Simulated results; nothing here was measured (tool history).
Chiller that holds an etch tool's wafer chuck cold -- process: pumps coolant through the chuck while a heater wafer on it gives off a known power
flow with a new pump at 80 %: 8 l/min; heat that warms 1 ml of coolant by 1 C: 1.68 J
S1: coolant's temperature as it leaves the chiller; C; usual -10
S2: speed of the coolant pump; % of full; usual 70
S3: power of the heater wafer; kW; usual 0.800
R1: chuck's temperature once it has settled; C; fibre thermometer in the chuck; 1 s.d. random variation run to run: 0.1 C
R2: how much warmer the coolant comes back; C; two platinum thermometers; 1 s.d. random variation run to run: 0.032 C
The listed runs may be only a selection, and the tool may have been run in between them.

run 1 hour=0.0 | S1=-10 S2=70 S3=0.800 | R1=-2.9 R2=4.39
run 2 hour=44.1 | S1=-10 S2=70 S3=0.800 | R1=-3.2 R2=4.39
run 3 hour=93.2 | S1=-10 S2=70 S3=0.800 | R1=-3.1 R2=4.47
run 4 hour=124.1 | S1=-9 S2=70 S3=0.800 | R1=-2.2 R2=4.37
run 5 hour=174.1 | S1=-9 S2=70 S3=0.800 | R1=-2.0 R2=4.32
run 6 hour=213.9 | S1=-19 S2=70 S3=0.800 | R1=-12.0 R2=4.41
run 7 hour=262.3 | S1=-19 S2=70 S3=0.800 | R1=-12.2 R2=4.37
run 8 hour=309.2 | S1=-19 S2=70 S3=0.800 | R1=-12.0 R2=4.43
run 9 hour=353.6 | S1=-10 S2=83 S3=0.800 | R1=-4.2 R2=3.76
-- hour=364.5 coolant pump overhauled
run 10 hour=395.1 | S1=-10 S2=83 S3=1.104 | R1=-1.4 R2=5.25
run 11 hour=443.1 | S1=-10 S2=83 S3=1.104 | R1=-1.3 R2=5.30
run 12 hour=492.4 | S1=-10 S2=70 S3=0.800 | R1=-2.8 R2=4.60
run 13 hour=541.1 | S1=-10 S2=74 S3=0.939 | R1=-1.7 R2=5.09
run 14 hour=590.3 | S1=-10 S2=67 S3=0.753 | R1=-2.9 R2=4.58
-- hour=616.6 coolant pump overhauled, once more
run 15 hour=646.2 | S1=-10 S2=62 S3=1.076 | R1=0.0 R2=6.23
run 16 hour=672.6 | S1=-4 S2=82 S3=1.027 | R1=3.1 R2=4.42
run 17 hour=703.3 | S1=-4 S2=82 S3=1.027 | R1=3.1 R2=4.45
run 18 hour=766.0 | S1=-6 S2=82 S3=1.149 | R1=2.2 R2=5.00

What does the tool deliver on the next run?
run 19 hour=795.4 | S1=-19 S2=81 S3=1.076 | R1=? R2=?

R1: -11.2 C
R2: 4.72 C
Had the tool carried no hidden state, the very same run would have given R1 -10.4 C, R2 4.74 C.
